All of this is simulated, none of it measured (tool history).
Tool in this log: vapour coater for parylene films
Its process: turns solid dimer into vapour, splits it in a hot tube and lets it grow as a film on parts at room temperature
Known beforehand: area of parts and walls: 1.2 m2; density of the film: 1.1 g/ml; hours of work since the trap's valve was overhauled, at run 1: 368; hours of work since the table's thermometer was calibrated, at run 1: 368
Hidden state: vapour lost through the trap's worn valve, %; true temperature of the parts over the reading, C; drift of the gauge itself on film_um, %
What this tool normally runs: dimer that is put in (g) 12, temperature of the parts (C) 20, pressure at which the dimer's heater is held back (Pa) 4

run	hour	dimer that is put in (g)	temperature of the parts (C)	pressure at which the dimer's heater is held back (Pa)	hours of work since the trap's valve was overhauled	hours of work since the table's thermometer was calibrated	thickness of the film (µm)
1	0	12	20	4	368	368	4.06
2	25	12	20	6.11	386	386	3.83
3	42.4	12	20	6.11	399	399	3.83
4	69.4	12	20	7.51	419	419	3.74
5	92.8	12	20	2.25	436	436	4.25
6	123.8	12	20	4	459	459	3.98
7	148.6	12	20	3.63	478	478	4.05
8	171.1	12	20	3.63	494	494	4.07
9	194.1	12	20	3.63	511	511	3.98
10	211.2	12	19	4	524	524	4.06
11	235.3	12	19	4	542	542	4.05
12	255.4	12	19	4	556	556	4.06
13	286.2	12	19	4	579	579	4.05
14	316.7	12	19	4	602	602	4.03
15	347.4	12	19	4	624	624	4.03
16	375.4	12	20	4	645	645	3.92
17	391.7	12	20	4	657	657	3.89
# hour 417.4: trap's valve overhauled
18	417.4	12	20	2.56	0	673	4.5
19	436.3	12	14	4	14	687	4.84
20	463.6	12	14	4	34	707	4.87
21	482	12	14	4	48	721	4.76
22	516.4	12	14	4	73	746	4.82
# hour 519.6: table's thermometer calibrated
23	545	12	24	4	93	19	3.9
24	575.5	5	20	4	116	41	1.75
25	613.1	7	24	2.37	144	69	2.34
26	639.4	12	26	4.4	163	88	3.6
27	662.6	12	20	4	180	105	4.24
28	680.5	14	14	11.82	193	119	5.01
29	700.4	14	14	11.82	208	133	5.03
# hour 721: table's thermometer calibrated, once more
30	732.2	14	14	2.04	231	8	5.87
31	753.3	7	15	7.07	246	24	2.52
32	788.8	7	15	7.07	273	50	2.49
33	817.4	7	15	7.07	294	71	2.47
34	837	9	16	4.3	308	86	3.34
35	865.1	6	16	2.52	329	106	2.31
36	889.2	7	18	5.3	347	124	2.36
37	910.4	11	20	4	362	140	3.7
38	930.5	8	25	11.69	377	155	2.14
39	966.2	8	25	11.69	403	181	2.13
40	994.3	12	19	2.47	424	202	4.31
41	1033.5	14	19	5.55	453	231	4.52
42	1072.4	14	19	5.55	482	259	4.6
43	1111.4	9	14	5.55	510	288	3.29
44	1148.3	8	13	4.65	538	315	3.05
45	1166.7	8	13	4.65	551	329	3.06
46	1194	11	31	9.71	571	349	2.57
47	1218.4	9	20	9.78	589	367	2.67

Pick out some run-to-run changes in thickness of the film (µm). Of each, how much would a tool without hidden state show as well, from the settings, what came in and chance, and how much is left for the hidden state and any gauge scatter not in both results compared?
Run 17 -> 18: pressure at which the dimer's heater is held back (Pa) 4 -> 2.56, trap's valve overhauled. thickness of the film (µm) +0.61: hidden state +0.35, all else +0.26.
Run 23 -> 24: dimer that is put in (g) 12 -> 5, temperature of the parts (C) 24 -> 20. thickness of the film (µm) -2.15: hidden state -0.02, all else -2.13.
Run 29 -> 30: pressure at which the dimer's heater is held back (Pa) 11.82 -> 2.04, table's thermometer calibrated, once more. thickness of the film (µm) +0.84: hidden state -0.19, all else +1.03.
Run 30 -> 31: dimer that is put in (g) 14 -> 7, temperature of the parts (C) 14 -> 15, pressure at which the dimer's heater is held back (Pa) 2.04 -> 7.07. thickness of the film (µm) -3.35: hidden state +0.11, all else -3.46.
Run 39 -> 40: dimer that is put in (g) 8 -> 12, temperature of the parts (C) 25 -> 19, pressure at which the dimer's heater is held back (Pa) 11.69 -> 2.47. thickness of the film (µm) +2.18: hidden state -0.12, all else +2.3.

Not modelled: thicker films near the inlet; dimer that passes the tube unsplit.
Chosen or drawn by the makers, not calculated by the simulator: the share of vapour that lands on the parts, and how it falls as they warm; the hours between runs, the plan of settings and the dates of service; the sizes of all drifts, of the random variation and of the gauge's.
